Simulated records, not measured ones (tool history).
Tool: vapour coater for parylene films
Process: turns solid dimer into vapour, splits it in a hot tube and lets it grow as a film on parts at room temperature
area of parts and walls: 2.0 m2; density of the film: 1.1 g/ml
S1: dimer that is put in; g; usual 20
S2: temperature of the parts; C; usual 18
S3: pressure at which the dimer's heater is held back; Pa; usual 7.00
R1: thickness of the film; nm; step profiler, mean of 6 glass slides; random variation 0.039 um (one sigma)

run	hour	S1	S2	S3	R1
1	0.0	20	18	7.00	4050
2	32.6	20	18	7.00	3980
3	57.4	20	18	7.00	3960
4	82.8	26	18	7.00	5160
5	104.0	26	18	7.00	5150
6	124.6	28	18	7.00	5560
7	152.3	20	18	8.56	3920
8	182.8	20	18	8.56	3810
9	219.4	20	18	8.56	3800
10	253.5	36	18	7.00	7020
11	290.3	36	18	7.00	7010
12	322.8	36	18	7.00	7010
13	354.7	25	18	7.00	4840
14	374.3	25	18	7.00	4830
15	403.5	25	18	7.00	4770
16	426.7	25	18	7.00	4710
17	445.6	25	18	7.00	4690
18	480.6	20	13	2.22	5260
19	502.5	23	18	7.00	4320
20	519.4	23	18	7.00	4350
21	540.2	23	18	7.00	4360
22	560.0	20	17	7.00	3940
23	582.4	20	17	7.00	3880
24	610.9	20	18	3.63	3990
25	634.3	8	18	7.00	1450
26	654.8	8	16	6.66	1610
27	680.7	23	18	4.35	4470
28	709.8	23	18	4.35	4480
29	750.5	20	17	7.00	3850
30	786.9	31	14	7.51	7490
31	804.8	24	24	7.00	3790
32	837.1	14	13	7.00	3550
33	861.3	15	13	7.00	3750

Taken out of this log: 1 entry between the listed runs. Where each belongs, and how the hidden state differs across it:
Between runs 29 and 30: trap's valve overhauled (hour 762.5)
  vapour lost through the trap's worn valve, %: 12.1 -> 1; true temperature of the parts over the reading, C: 0.4 -> 0.41
  measured less the result without the state, R1: -610 -> -210 nm
